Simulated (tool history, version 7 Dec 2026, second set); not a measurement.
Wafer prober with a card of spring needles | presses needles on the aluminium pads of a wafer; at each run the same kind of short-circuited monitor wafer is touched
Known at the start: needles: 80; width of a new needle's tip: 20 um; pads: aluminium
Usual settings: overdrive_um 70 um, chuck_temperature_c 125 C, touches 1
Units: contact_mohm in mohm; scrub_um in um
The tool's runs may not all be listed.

Run 1, hour 0: usual settings. Result: contact_mohm 241 mohm, scrub_um 13.2 um.
At hour 2.3: tips cleaned on abrasive film.
At hour 11: tips cleaned on abrasive film.
At hour 21.9: tips cleaned on abrasive film.
At hour 30.6: tips cleaned on abrasive film.
At hour 41.5: tips cleaned on abrasive film.
At hour 52.4: tips cleaned on abrasive film.
Run 2, hour 52.5: usual settings but chuck_temperature_c 38 C. Result: contact_mohm 125 mohm, scrub_um 13.19 um.
At hour 61.3: tips cleaned on abrasive film.
At hour 70: tips cleaned on abrasive film.
At hour 76.8: height of the first contact set anew.
At hour 81.2: tips cleaned on abrasive film.
At hour 92.1: tips cleaned on abrasive film.
At hour 100.8: tips cleaned on abrasive film.
At hour 111.7: tips cleaned on abrasive film.
At hour 122.6: tips cleaned on abrasive film.
Run 3, hour 129.7: usual settings but chuck_temperature_c 38 C. Result: contact_mohm 233 mohm, scrub_um 13.42 um.
At hour 132: tips cleaned on abrasive film.
At hour 142.9: tips cleaned on abrasive film.
At hour 153.8: tips cleaned on abrasive film.
At hour 162.5: tips cleaned on abrasive film.
At hour 173.4: tips cleaned on abrasive film.
At hour 184.3: tips cleaned on abrasive film.
Run 4, hour 185.1: usual settings but chuck_temperature_c 38 C. Result: contact_mohm 145 mohm, scrub_um 13.37 um.
At hour 193.8: tips cleaned on abrasive film.
At hour 204.7: tips cleaned on abrasive film.
At hour 215.6: tips cleaned on abrasive film.
At hour 224.4: tips cleaned on abrasive film.
At hour 235.2: tips cleaned on abrasive film.
At hour 246.1: tips cleaned on abrasive film.
At hour 254.9: tips cleaned on abrasive film.
Run 5, hour 260.7: usual settings but chuck_temperature_c 38 C. Result: contact_mohm 234 mohm, scrub_um 13.3 um.
At hour 265.1: tips cleaned on abrasive film.
At hour 273.9: tips cleaned on abrasive film.
At hour 284.8: tips cleaned on abrasive film.
At hour 295.6: tips cleaned on abrasive film.
At hour 304.4: tips cleaned on abrasive film.
At hour 315.3: tips cleaned on abrasive film.
At hour 326.2: tips cleaned on abrasive film.
Run 6, hour 332.2: usual settings but chuck_temperature_c 38 C. Result: contact_mohm 235 mohm, scrub_um 13.24 um.
At hour 336.6: tips cleaned on abrasive film.
At hour 347.5: tips cleaned on abrasive film.
At hour 356.2: tips cleaned on abrasive film.
At hour 367.1: tips cleaned on abrasive film.
Run 7, hour 372.2: usual settings but chuck_temperature_c 38 C. Result: contact_mohm 226 mohm, scrub_um 13.18 um.
At hour 376.6: tips cleaned on abrasive film.
At hour 387.5: tips cleaned on abrasive film.
At hour 396.2: tips cleaned on abrasive film.
At hour 405.2: height of the first contact set anew.
At hour 407.4: tips cleaned on abrasive film.
Run 8, hour 413.4: usual settings but chuck_temperature_c 38 C. Result: contact_mohm 234 mohm, scrub_um 13.49 um.
At hour 417.8: tips cleaned on abrasive film.
At hour 428.7: tips cleaned on abrasive film.
At hour 437.5: tips cleaned on abrasive film.
At hour 448.4: tips cleaned on abrasive film.
Run 9, hour 449.8: usual settings but overdrive_um 82 um, chuck_temperature_c 38 C. Result: contact_mohm 153 mohm, scrub_um 15.74 um.
At hour 458.5: tips cleaned on abrasive film.
At hour 469.4: tips cleaned on abrasive film.
At hour 478.1: tips cleaned on abrasive film.
At hour 489: tips cleaned on abrasive film.
At hour 497.7: tips cleaned on abrasive film.
At hour 508.6: tips cleaned on abrasive film.
Run 10, hour 513.5: usual settings. Result: contact_mohm 223 mohm, scrub_um 13.36 um.
At hour 517.9: tips cleaned on abrasive film.
At hour 526.6: tips cleaned on abrasive film.
At hour 535.4: tips cleaned on abrasive film.
At hour 544.1: tips cleaned on abrasive film.
At hour 555: tips cleaned on abrasive film.
At hour 563.7: tips cleaned on abrasive film.
At hour 574.6: tips cleaned on abrasive film.
At hour 583.3: tips cleaned on abrasive film.
Run 11, hour 584.8: usual settings. Result: contact_mohm 167 mohm, scrub_um 13.32 um.
At hour 593.5: tips cleaned on abrasive film.
At hour 604.4: tips cleaned on abrasive film.
At hour 615.3: tips cleaned on abrasive film.
At hour 624: tips cleaned on abrasive film.
At hour 634.9: tips cleaned on abrasive film.
At hour 645.8: tips cleaned on abrasive film.
Run 12, hour 647.6: usual settings. Result: contact_mohm 171 mohm, scrub_um 13.21 um.
At hour 656.4: tips cleaned on abrasive film.
At hour 667.3: tips cleaned on abrasive film.
At hour 676: tips cleaned on abrasive film.
At hour 686.9: tips cleaned on abrasive film.
At hour 695.6: tips cleaned on abrasive film.
At hour 706.5: tips cleaned on abrasive film.
At hour 717.4: tips cleaned on abrasive film.
Run 13, hour 720.5: usual settings. Result: contact_mohm 198 mohm, scrub_um 13.18 um.
At hour 727: tips cleaned on abrasive film.
At hour 733.8: height of the first contact set anew.
At hour 736.1: tips cleaned on abrasive film.
At hour 744.8: tips cleaned on abrasive film.
At hour 755.7: tips cleaned on abrasive film.
At hour 766.6: tips cleaned on abrasive film.
At hour 777.5: tips cleaned on abrasive film.
Run 14, hour 783.8: usual settings but chuck_temperature_c 49 C, touches 2. Result: contact_mohm 186 mohm, scrub_um 13.43 um.
At hour 788.2: tips cleaned on abrasive film.
At hour 799.1: tips cleaned on abrasive film.
At hour 810: tips cleaned on abrasive film.
At hour 818.7: tips cleaned on abrasive film.
At hour 827.5: tips cleaned on abrasive film.
At hour 838.4: tips cleaned on abrasive film.
Run 15, hour 846.5: usual settings but overdrive_um 65 um, chuck_temperature_c 65 C, touches 2. Result: contact_mohm 214 mohm, scrub_um 12.4 um.
At hour 848.7: tips cleaned on abrasive film.
At hour 859.6: tips cleaned on abrasive film.
At hour 868.4: tips cleaned on abrasive film.
At hour 879.3: tips cleaned on abrasive film.
At hour 890.2: tips cleaned on abrasive film.
Run 16, hour 897.8: usual settings but overdrive_um 61 um, chuck_temperature_c 48 C, touches 2. Result: contact_mohm 229 mohm, scrub_um 11.56 um.
At hour 900: tips cleaned on abrasive film.
At hour 908.8: tips cleaned on abrasive film.
At hour 919.7: tips cleaned on abrasive film.
At hour 928.4: tips cleaned on abrasive film.
At hour 937.1: tips cleaned on abrasive film.
At hour 948: tips cleaned on abrasive film.
At hour 956.7: tips cleaned on abrasive film.
Run 17, hour 962: usual settings but overdrive_um 53 um, chuck_temperature_c 109 C, touches 2. Result: contact_mohm 235 mohm, scrub_um 10.01 um.
At hour 966.4: tips cleaned on abrasive film.
At hour 977.3: tips cleaned on abrasive film.
At hour 988.1: tips cleaned on abrasive film.
At hour 999: tips cleaned on abrasive film.
At hour 1009.9: tips cleaned on abrasive film.
Run 18, hour 1011.6: usual settings but overdrive_um 77 um, chuck_temperature_c 47 C. Result: contact_mohm 160 mohm, scrub_um 14.52 um.
At hour 1020.3: tips cleaned on abrasive film.
At hour 1031.2: tips cleaned on abrasive film.
At hour 1039.9: tips cleaned on abrasive film.
Run 19, hour 1047.2: usual settings but overdrive_um 55 um, chuck_temperature_c 47 C, touches 3. Result: contact_mohm 190 mohm, scrub_um 10.31 um.
At hour 1049.5: tips cleaned on abrasive film.
At hour 1060.4: tips cleaned on abrasive film.
At hour 1062.8: height of the first contact set anew.
At hour 1069.4: tips cleaned on abrasive film.
At hour 1080.3: tips cleaned on abrasive film.
At hour 1089: tips cleaned on abrasive film.
At hour 1099.9: tips cleaned on abrasive film.
At hour 1110.8: tips cleaned on abrasive film.
Run 20, hour 1118.6: usual settings but overdrive_um 55 um, chuck_temperature_c 47 C, touches 3. Result: contact_mohm 202 mohm, scrub_um 10.54 um.
At hour 1120.9: tips cleaned on abrasive film.
At hour 1131.7: tips cleaned on abrasive film.
At hour 1142.6: tips cleaned on abrasive film.
At hour 1151.4: tips cleaned on abrasive film.
At hour 1160.2: tips cleaned on abrasive film.
Run 21, hour 1160.2: usual settings but touches 2. Result: contact_mohm 136 mohm, scrub_um 13.38 um.
At hour 1168.9: tips cleaned on abrasive film.
At hour 1179.8: tips cleaned on abrasive film.
At hour 1190.7: tips cleaned on abrasive film.
At hour 1199.4: tips cleaned on abrasive film.
At hour 1210.3: tips cleaned on abrasive film.
At hour 1219: tips cleaned on abrasive film.
Run 22, hour 1225.8: usual settings but overdrive_um 60 um, chuck_temperature_c 51 C. Result: contact_mohm 301 mohm, scrub_um 11.39 um.

Forecast each of these 4 alternatives for the next run:
At hour 1228: tips cleaned on abrasive film.
At hour 1238.9: tips cleaned on abrasive film.
At hour 1249.8: tips cleaned on abrasive film.
At hour 1260.7: tips cleaned on abrasive film.
Run A, hour 1266.1: usual settings but overdrive_um 79 um, touches 2. Result: contact_mohm ?, scrub_um ?.
At hour 1228: tips cleaned on abrasive film.
At hour 1238.9: tips cleaned on abrasive film.
At hour 1249.8: tips cleaned on abrasive film.
At hour 1260.7: tips cleaned on abrasive film.
Run B, hour 1266.1: usual settings but overdrive_um 83 um, chuck_temperature_c 51 C, touches 2. Result: contact_mohm ?, scrub_um ?.
At hour 1228: tips cleaned on abrasive film.
At hour 1238.9: tips cleaned on abrasive film.
At hour 1249.8: tips cleaned on abrasive film.
At hour 1260.7: tips cleaned on abrasive film.
Run C, hour 1266.1: usual settings but overdrive_um 58 um, chuck_temperature_c 91 C. Result: contact_mohm ?, scrub_um ?.
At hour 1228: tips cleaned on abrasive film.
At hour 1238.9: tips cleaned on abrasive film.
At hour 1249.8: tips cleaned on abrasive film.
At hour 1260.7: tips cleaned on abrasive film.
Run D, hour 1266.1: usual settings but chuck_temperature_c 28 C. Result: contact_mohm ?, scrub_um ?.

run  contact_mohm  scrub_um
  A           169     15.04
  B           162     15.75
  C           274        11
  D           232     13.27
Without the tool's hidden state the same runs would have given:
run  contact_mohm  scrub_um
  A           119     15.24
  B           110     15.95
  C           121     11.19
  D           112     13.47

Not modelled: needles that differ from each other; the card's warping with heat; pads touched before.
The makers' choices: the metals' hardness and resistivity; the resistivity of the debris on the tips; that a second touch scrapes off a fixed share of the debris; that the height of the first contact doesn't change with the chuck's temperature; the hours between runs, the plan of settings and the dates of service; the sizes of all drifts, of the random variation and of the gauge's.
